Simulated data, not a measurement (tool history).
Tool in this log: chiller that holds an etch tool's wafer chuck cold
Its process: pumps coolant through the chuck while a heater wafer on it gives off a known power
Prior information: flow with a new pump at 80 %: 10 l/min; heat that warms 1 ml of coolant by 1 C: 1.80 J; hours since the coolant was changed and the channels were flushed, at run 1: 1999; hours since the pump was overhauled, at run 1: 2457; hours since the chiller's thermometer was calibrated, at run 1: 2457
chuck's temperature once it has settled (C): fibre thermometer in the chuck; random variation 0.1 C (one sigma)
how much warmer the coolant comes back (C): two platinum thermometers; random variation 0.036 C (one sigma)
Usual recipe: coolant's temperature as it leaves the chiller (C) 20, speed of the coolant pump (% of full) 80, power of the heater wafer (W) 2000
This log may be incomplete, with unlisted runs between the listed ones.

run	day	coolant's temperature as it leaves the chiller (C)	speed of the coolant pump (% of full)	power of the heater wafer (W)	hours since the coolant was changed and the channels were flushed	hours since the pump was overhauled	hours since the chiller's thermometer was calibrated	chuck's temperature once it has settled (C)	how much warmer the coolant comes back (C)
1	0.000	20	80	2000	1999	2457	2457	36.8	7.02
2	3.483	20	80	2000	2082	2541	2541	36.7	7.12
3	7.412	20	80	2000	2177	2635	2635	36.9	7.03
4	10.575	20	80	2000	2252	2711	2711	36.6	7.05
5	16.608	20	90	2000	2397	2856	2856	35.0	6.22
6	20.317	20	90	2000	2486	2945	2945	35.1	6.19
7	23.050	20	90	2000	2552	3010	3010	34.9	6.25
8	28.025	20	80	1060	2671	3130	3130	29.1	3.78
# day 28.475: chiller's thermometer calibrated
9	33.958	14	64	1155	2813	3271	132	26.4	5.20
10	38.029	14	64	1155	2910	3369	229	26.3	5.20
11	41.279	20	90	2009	2988	3447	307	35.4	6.30
12	44.421	20	93	2691	3064	3522	383	40.3	8.14
13	47.988	20	94	1191	3149	3608	468	28.7	3.59
14	51.325	20	94	1191	3229	3688	548	28.7	3.60
15	56.046	20	98	2601	3343	3801	662	38.5	7.51

Consider 4 possible next runs. They are alternatives, not a sequence: every one starts from the tool as it was left by run 15. What does each give?
# day 57.804: chiller's thermometer calibrated, once more
A	61.879	29	96	1457	3482	3940	98	?	?
# day 57.804: chiller's thermometer calibrated, once more
B	61.879	20	98	1014	3482	3940	98	?	?
# day 57.804: chiller's thermometer calibrated, once more
C	61.879	15	92	2106	3482	3940	98	?	?
# day 57.804: chiller's thermometer calibrated, once more
D	61.879	20	77	1525	3482	3940	98	?	?

run	chuck's temperature once it has settled (C)	how much warmer the coolant comes back (C)
A	40.1	4.28
B	27.3	2.90
C	31.4	6.58
D	34.2	5.70
With the hidden condition removed and each run's random variation left untouched, the same runs would have given:
run	chuck's temperature once it has settled (C)	how much warmer the coolant comes back (C)
A	38.3	3.96
B	26.1	2.68
C	28.7	6.10
D	31.9	5.29
